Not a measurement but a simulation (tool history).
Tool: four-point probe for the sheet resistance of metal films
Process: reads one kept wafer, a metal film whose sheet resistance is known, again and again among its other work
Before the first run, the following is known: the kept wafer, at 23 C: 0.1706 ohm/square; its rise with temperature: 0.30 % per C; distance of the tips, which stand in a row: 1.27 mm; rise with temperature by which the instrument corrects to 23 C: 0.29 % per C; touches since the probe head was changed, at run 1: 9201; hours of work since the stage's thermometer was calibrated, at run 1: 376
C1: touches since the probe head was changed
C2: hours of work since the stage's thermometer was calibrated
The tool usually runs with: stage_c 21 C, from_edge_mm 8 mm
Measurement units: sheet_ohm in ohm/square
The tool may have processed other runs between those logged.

run 1 hour=0 | stage_c=21 from_edge_mm=8 | C1=9201 C2=376 | sheet_ohm=0.17245
run 2 hour=10.9 | stage_c=21 from_edge_mm=4 | C1=9444 C2=385 | sheet_ohm=0.178906
run 3 hour=29.6 | stage_c=21 from_edge_mm=8 | C1=9859 C2=399 | sheet_ohm=0.172466
run 4 hour=39.4 | stage_c=21 from_edge_mm=5 | C1=10077 C2=406 | sheet_ohm=0.175891
run 5 hour=56.1 | stage_c=21 from_edge_mm=5 | C1=10447 C2=419 | sheet_ohm=0.175849
run 6 hour=64.2 | stage_c=21 from_edge_mm=5 | C1=10626 C2=425 | sheet_ohm=0.17585
run 7 hour=79.1 | stage_c=21 from_edge_mm=5 | C1=10958 C2=437 | sheet_ohm=0.175903
run 8 hour=91.4 | stage_c=21 from_edge_mm=5 | C1=11231 C2=446 | sheet_ohm=0.175842
run 9 hour=105.5 | stage_c=21 from_edge_mm=5 | C1=11545 C2=457 | sheet_ohm=0.175776
run 10 hour=119.6 | stage_c=21 from_edge_mm=8 | C1=11857 C2=468 | sheet_ohm=0.1724
run 11 hour=138.9 | stage_c=26 from_edge_mm=8 | C1=12286 C2=482 | sheet_ohm=0.172528
run 12 hour=157.9 | stage_c=26 from_edge_mm=8 | C1=12707 C2=497 | sheet_ohm=0.172509
run 13 hour=166.9 | stage_c=26 from_edge_mm=8 | C1=12908 C2=504 | sheet_ohm=0.172438
run 14 hour=179 | stage_c=26 from_edge_mm=8 | C1=13176 C2=513 | sheet_ohm=0.172472
run 15 hour=196.1 | stage_c=21 from_edge_mm=7 | C1=13555 C2=526 | sheet_ohm=0.173026
run 16 hour=209.7 | stage_c=21 from_edge_mm=50 | C1=13857 C2=536 | sheet_ohm=0.170094
run 17 hour=222.9 | stage_c=20 from_edge_mm=8 | C1=14151 C2=546 | sheet_ohm=0.172292
run 18 hour=238.4 | stage_c=20 from_edge_mm=10 | C1=14495 C2=558 | sheet_ohm=0.171509
run 19 hour=256.5 | stage_c=18 from_edge_mm=3 | C1=14896 C2=572 | sheet_ohm=0.184785
run 20 hour=265 | stage_c=25 from_edge_mm=10 | C1=15085 C2=578 | sheet_ohm=0.17158
run 21 hour=277.9 | stage_c=25 from_edge_mm=10 | C1=15373 C2=588 | sheet_ohm=0.171555
run 22 hour=287.3 | stage_c=24 from_edge_mm=12 | C1=15581 C2=596 | sheet_ohm=0.171143
run 23 hour=301.5 | stage_c=24 from_edge_mm=12 | C1=15895 C2=606 | sheet_ohm=0.171087
run 24 hour=311.8 | stage_c=23 from_edge_mm=15 | C1=16126 C2=614 | sheet_ohm=0.170738
run 25 hour=322.9 | stage_c=23 from_edge_mm=8 | C1=16371 C2=623 | sheet_ohm=0.172336
run 26 hour=333.6 | stage_c=25 from_edge_mm=58 | C1=16609 C2=631 | sheet_ohm=0.170084
run 27 hour=345.4 | stage_c=19 from_edge_mm=22 | C1=16871 C2=640 | sheet_ohm=0.170309
run 28 hour=356.2 | stage_c=19 from_edge_mm=22 | C1=17112 C2=648 | sheet_ohm=0.170245
run 29 hour=366.5 | stage_c=20 from_edge_mm=47 | C1=17339 C2=656 | sheet_ohm=0.170011

Selected run-to-run steps in sheet_ohm, each split into two signed amounts: the part the tool would show with no hidden state at all (from settings, incoming material and random variation), and the remainder, which goes to the hidden state together with any gauge scatter not common to the measured and the hidden-state-free results:
The tool's hidden condition here consists of: inner tips' distance over the nominal, %; tips' flats over new ones', %; wafer's true temperature over the reading, C; drift of the gauge itself on sheet_ohm, %.
Run 18 -> 19: stage_c 20 -> 18, from_edge_mm 10 -> 3. sheet_ohm +0.013276 ohm/square: hidden state -0.000051, all else +0.013327.
Run 19 -> 20: stage_c 18 -> 25, from_edge_mm 3 -> 10. sheet_ohm -0.013205 ohm/square: hidden state +0.000036, all else -0.013241.
